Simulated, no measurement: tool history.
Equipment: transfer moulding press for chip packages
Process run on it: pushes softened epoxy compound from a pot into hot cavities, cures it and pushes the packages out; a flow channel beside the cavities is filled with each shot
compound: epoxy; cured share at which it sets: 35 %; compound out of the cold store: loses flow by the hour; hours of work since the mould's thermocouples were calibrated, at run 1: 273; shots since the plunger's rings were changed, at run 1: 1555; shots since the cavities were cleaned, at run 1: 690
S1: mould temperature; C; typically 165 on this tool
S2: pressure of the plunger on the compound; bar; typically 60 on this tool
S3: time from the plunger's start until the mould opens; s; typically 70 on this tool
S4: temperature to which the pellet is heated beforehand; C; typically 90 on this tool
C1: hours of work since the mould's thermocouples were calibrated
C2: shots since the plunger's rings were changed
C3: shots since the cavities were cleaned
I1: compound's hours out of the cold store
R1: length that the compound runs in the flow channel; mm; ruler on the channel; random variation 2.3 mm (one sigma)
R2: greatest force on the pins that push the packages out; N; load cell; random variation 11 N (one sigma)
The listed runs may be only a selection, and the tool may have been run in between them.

run   hour   S1    S2   S3  S4   C1    C2   C3    I1   R1   R2
  1      0  165    60   70  90  273  1555  690  40.9  472  840
  2    9.6  165    60   70  90  281  1710  845  12.2  534  907
        18  -- cavities cleaned with cleaning compound and waxed
  3   20.1  165    60   70  90  287  1855   34  42.8  469  561
  4   29.4  165    60   70  90  294  2004  183  43.5  465  640
  5   38.5  165    60   70  90  301  2151  330  30.4  494  719
  6   43.4  165    60   70  90  305  2229  408    43  472  758
  7   48.6  162    60   70  90  309  2313  492  35.9  484  941
  8   55.1  162    60   70  90  314  2418  597  29.2  497  981
  9   63.8  165    60   70  90  320  2558  737  26.8  495  873
 10   69.7  165    60   70  90  325  2654  833  22.8  509  933
 11   74.3  165    55   70  90  328  2728  907  39.8  452  891
      78.7  -- cavities cleaned with cleaning compound and waxed
 12     82  165    55   70  90  333  2828   54  24.9  478  566
 13   88.7  165    55   63  90  338  2935  161   9.1  514  822
 14   98.6  165    55   63  90  346  3096  322  14.8  498  925
 15  108.3  163  56.2   71  90  353  3251  477  27.1  480  872
 16  118.5  163  46.2   71  95  361  3415  641  29.5  427  939
 17    125  162    60  101  96  366  3520  746  33.1  481  739
 18  134.9  162    60  101  96  373  3679  905  45.5  458  815
     139.7  -- cavities cleaned with cleaning compound and waxed
 19  143.8  161  55.2   70  84  379  3798   65  29.3  472  714
 20  149.2  167  67.3   71  90  383  3885  152  32.6  508  571
 21  157.5  165    60   70  94  389  4020  287  21.6  505  719
 22    167  165    60   91  94  396  4173  440  29.5  481  670
 23  175.7  164  46.3   70  90  403  4312  579  26.5  435  880
 24  182.8  164  45.8   70  99  408  4427  694  17.3  442  930

Predict the results of run 25:
 25  190.4  164  45.8  70  99  414  4549  816  47   ?   ?

R1: 391 mm
R2: 857 N
With the hidden condition absent and the run-to-run variation left alone, this run would have shown R1 411 mm, R2 503 N.
